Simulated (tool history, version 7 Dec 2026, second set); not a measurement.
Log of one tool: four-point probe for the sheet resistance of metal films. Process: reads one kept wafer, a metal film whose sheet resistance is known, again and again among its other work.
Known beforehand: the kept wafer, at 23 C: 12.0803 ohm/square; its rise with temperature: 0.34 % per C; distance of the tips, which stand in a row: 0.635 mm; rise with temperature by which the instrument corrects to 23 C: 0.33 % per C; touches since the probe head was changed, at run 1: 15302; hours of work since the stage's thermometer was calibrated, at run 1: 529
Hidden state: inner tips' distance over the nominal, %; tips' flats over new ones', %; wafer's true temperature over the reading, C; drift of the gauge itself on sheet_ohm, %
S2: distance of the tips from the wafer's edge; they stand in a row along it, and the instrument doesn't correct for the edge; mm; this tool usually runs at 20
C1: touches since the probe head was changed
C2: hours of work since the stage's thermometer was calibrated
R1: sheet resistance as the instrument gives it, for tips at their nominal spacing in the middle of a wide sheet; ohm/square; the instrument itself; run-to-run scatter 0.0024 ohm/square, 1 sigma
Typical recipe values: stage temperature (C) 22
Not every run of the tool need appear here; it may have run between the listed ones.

Run 1, hour 0.0: usual settings; C1 15302; C2 529. Result: R1 12.085642 ohm/square.
Run 2, hour 22.9: usual settings but S2 29 mm; C1 16041; C2 538. Result: R1 12.076166 ohm/square.
Run 3, hour 40.7: usual settings but stage temperature (C) 19; C1 16617; C2 546. Result: R1 12.081512 ohm/square.
Run 4, hour 68.0: usual settings but stage temperature (C) 19; C1 17499; C2 557. Result: R1 12.079754 ohm/square.
Run 5, hour 93.2: usual settings but stage temperature (C) 19; C1 18310; C2 567. Result: R1 12.075982 ohm/square.
Run 6, hour 120.1: usual settings but S2 10 mm; C1 19178; C2 579. Result: R1 12.103302 ohm/square.
Run 7, hour 150.7: usual settings but stage temperature (C) 34; C1 20169; C2 591. Result: R1 12.106629 ohm/square.
Run 8, hour 171.9: usual settings but stage temperature (C) 34; C1 20850; C2 600. Result: R1 12.103083 ohm/square.
Run 9, hour 203.4: usual settings but stage temperature (C) 34; C1 21870; C2 613. Result: R1 12.105716 ohm/square.
Run 10, hour 235.9: usual settings but stage temperature (C) 34; C1 22918; C2 626. Result: R1 12.108139 ohm/square.
Run 11, hour 250.4: usual settings but stage temperature (C) 34; C1 23387; C2 632. Result: R1 12.107714 ohm/square.
Run 12, hour 267.6: usual settings but stage temperature (C) 27; C1 23942; C2 640. Result: R1 12.093150 ohm/square.
Run 13, hour 292.5: usual settings but stage temperature (C) 27; C1 24745; C2 650. Result: R1 12.093994 ohm/square.
Run 14, hour 314.7: usual settings but stage temperature (C) 27; C1 25462; C2 659. Result: R1 12.092510 ohm/square.
Run 15, hour 348.3: usual settings; C1 26547; C2 673. Result: R1 12.086612 ohm/square.
Run 16, hour 381.2: usual settings; C1 27610; C2 687. Result: R1 12.086297 ohm/square.
Run 17, hour 397.9: usual settings but S2 4 mm; C1 28150; C2 693. Result: R1 12.242500 ohm/square.
Run 18, hour 416.4: usual settings but S2 4 mm; C1 28747; C2 701. Result: R1 12.234054 ohm/square.
Run 19, hour 439.8: usual settings but S2 5 mm; C1 29500; C2 711. Result: R1 12.188652 ohm/square.
Run 20, hour 464.8: usual settings but S2 5 mm; C1 30307; C2 721. Result: R1 12.180396 ohm/square.
Run 21, hour 481.3: usual settings but stage temperature (C) 20, S2 25 mm; C1 30840; C2 728. Result: R1 12.077040 ohm/square.
Run 22, hour 515.8: usual settings but stage temperature (C) 31, S2 11 mm; C1 31955; C2 742. Result: R1 12.111629 ohm/square.
Run 23, hour 546.5: usual settings but stage temperature (C) 23, S2 8 mm; C1 32948; C2 755. Result: R1 12.120422 ohm/square.
Run 24, hour 580.8: usual settings but stage temperature (C) 23, S2 4 mm; C1 34055; C2 769. Result: R1 12.240255 ohm/square.
Run 25, hour 598.5: usual settings but stage temperature (C) 23, S2 4 mm; C1 34625; C2 776. Result: R1 12.246108 ohm/square.
Run 26, hour 626.9: usual settings but stage temperature (C) 21, S2 50 mm; C1 35541; C2 788. Result: R1 12.077986 ohm/square.
Run 27, hour 641.3: usual settings but stage temperature (C) 26, S2 29 mm; C1 36009; C2 794. Result: R1 12.086230 ohm/square.
Run 28, hour 672.7: usual settings but stage temperature (C) 29, S2 28 mm; C1 37020; C2 807. Result: R1 12.095574 ohm/square.
Run 29, hour 691.5: usual settings but stage temperature (C) 29, S2 28 mm; C1 37627; C2 815. Result: R1 12.101457 ohm/square.
Run 30, hour 713.9: usual settings but stage temperature (C) 29, S2 7 mm; C1 38353; C2 824. Result: R1 12.146350 ohm/square.
Run 31, hour 741.0: usual settings but stage temperature (C) 29, S2 7 mm; C1 39225; C2 835. Result: R1 12.146146 ohm/square.
Run 32, hour 760.5: usual settings but stage temperature (C) 18, S2 68 mm; C1 39855; C2 843. Result: R1 12.072792 ohm/square.
Run 33, hour 781.0: usual settings but stage temperature (C) 33; C1 40518; C2 852. Result: R1 12.101628 ohm/square.
Run 34, hour 810.4: usual settings but stage temperature (C) 33; C1 41466; C2 864. Result: R1 12.104484 ohm/square.
Run 35, hour 838.4: usual settings but stage temperature (C) 24, S2 3 mm; C1 42372; C2 876. Result: R1 12.368355 ohm/square.
Run 36, hour 866.6: usual settings but stage temperature (C) 24, S2 3 mm; C1 43282; C2 887. Result: R1 12.365957 ohm/square.

5 options for the next run, each taken on its own from the tool as it stands now. Forecast them:
Run A, hour 890.3: usual settings but stage temperature (C) 30; C1 44048; C2 897. Result: R1 ?.
Run B, hour 890.3: usual settings but stage temperature (C) 28, S2 3 mm; C1 44048; C2 897. Result: R1 ?.
Run C, hour 890.3: usual settings but stage temperature (C) 25, S2 4 mm; C1 44048; C2 897. Result: R1 ?.
Run D, hour 890.3: usual settings but stage temperature (C) 24, S2 9 mm; C1 44048; C2 897. Result: R1 ?.
Run E, hour 890.3: usual settings but stage temperature (C) 23, S2 41 mm; C1 44048; C2 897. Result: R1 ?.

run         R1
  A  12.101555
  B  12.373643
  C  12.246754
  D  12.117653
  E  12.083467
Stripped of hidden state, with their random variation kept, the same runs would have yielded:
run         R1
  A  12.101080
  B  12.373157
  C  12.246272
  D  12.117174
  E  12.082989
